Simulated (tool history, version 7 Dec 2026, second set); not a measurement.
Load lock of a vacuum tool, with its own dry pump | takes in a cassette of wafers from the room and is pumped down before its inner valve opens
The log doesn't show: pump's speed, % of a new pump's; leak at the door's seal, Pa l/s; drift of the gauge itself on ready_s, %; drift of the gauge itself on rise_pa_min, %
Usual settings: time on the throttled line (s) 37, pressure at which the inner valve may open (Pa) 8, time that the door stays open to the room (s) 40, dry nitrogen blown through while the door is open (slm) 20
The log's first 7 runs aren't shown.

run	hour	time on the throttled line (s)	pressure at which the inner valve may open (Pa)	time that the door stays open to the room (s)	dry nitrogen blown through while the door is open (slm)	hours that the pump has run since its overhaul	times that the door has closed on its seal	incoming humidity of the room's air, %	time from the closed door until the inner valve may open (s)	rise of the pressure with all valves shut (Pa/min)
8	1376.0	37	8	64	20	8342	4992	43.6	59.3	0.033
9	1560.7	37	8	64	20	8527	5660	43.0	60.0	0.025
10	1758.0	37	8	64	20	8724	6374	44.0	59.4	0.034
11	1993.3	37	6	64	20	8959	7225	45.8	60.2	0.035
12	2129.2	37	6	64	20	9095	7716	44.9	60.8	0.032
13	2241.5	37	6	64	20	9208	8123	48.8	60.2	0.033
14	2410.0	37	6	64	20	9376	8732	46.1	60.1	0.037
15	2613.8	37	6	64	20	9580	9469	46.1	59.9	0.034
16	2728.1	37	6	64	20	9694	9883	48.0	60.5	0.034
17	2880.6	37	7	30	20	9847	10434	47.4	60.4	0.030
18	3117.5	37	7	30	20	10084	11291	43.5	59.9	0.022
19	3230.6	39	8	40	35	10197	11700	44.4	61.3	0.021
20	3379.8	39	8	40	35	10346	12240	44.3	61.5	0.019
21	3617.2	39	8	40	35	10583	13098	44.2	61.6	0.019
22	3746.5	39	8	40	35	10713	13566	42.3	61.1	0.016
23	3920.3	37	6	40	5	10886	14195	46.7	60.1	0.053
24	4098.7	37	8	49	7	11065	14840	42.4	60.0	0.043
25	4270.9	37	8	49	7	11237	15463	45.5	59.4	0.048
26	4386.1	37	8	49	7	11352	15879	43.4	60.0	0.049
27	4579.3	32	10	126	20	11545	16578	42.9	54.6	0.035
28	4737.0	19	15	40	20	11703	17148	44.2	41.9	0.029
29	4967.7	19	15	40	20	11934	17983	46.4	42.1	0.030
30	5179.0	19	15	40	20	12145	18747	45.9	42.6	0.028
31	5321.5	19	15	40	20	12288	19263	42.7	42.4	0.026
32	5521.6	29	14	228	19	12488	19986	47.0	50.9	0.050

5 ways to go on from here, each from the tool as it stands after run 32. What would each give?
A	5644.3	37	8	98	6	12610	20430	48.0	?	?
B	5644.3	23	14	40	4	12610	20430	46.2	?	?
C	5644.3	37	12	94	40	12610	20430	44.8	?	?
D	5644.3	29	9	228	19	12610	20430	42.2	?	?
E	5644.3	29	14	228	13	12610	20430	49.0	?	?

run	time from the closed door until the inner valve may open (s)	rise of the pressure with all valves shut (Pa/min)
A	60.1	0.066
B	46.7	0.053
C	58.1	0.024
D	52.0	0.042
E	51.2	0.064
Without the tool's hidden state the same runs would have given:
run	time from the closed door until the inner valve may open (s)	rise of the pressure with all valves shut (Pa/min)
A	60.0	0.064
B	46.7	0.051
C	58.0	0.022
D	51.9	0.041
E	51.1	0.062

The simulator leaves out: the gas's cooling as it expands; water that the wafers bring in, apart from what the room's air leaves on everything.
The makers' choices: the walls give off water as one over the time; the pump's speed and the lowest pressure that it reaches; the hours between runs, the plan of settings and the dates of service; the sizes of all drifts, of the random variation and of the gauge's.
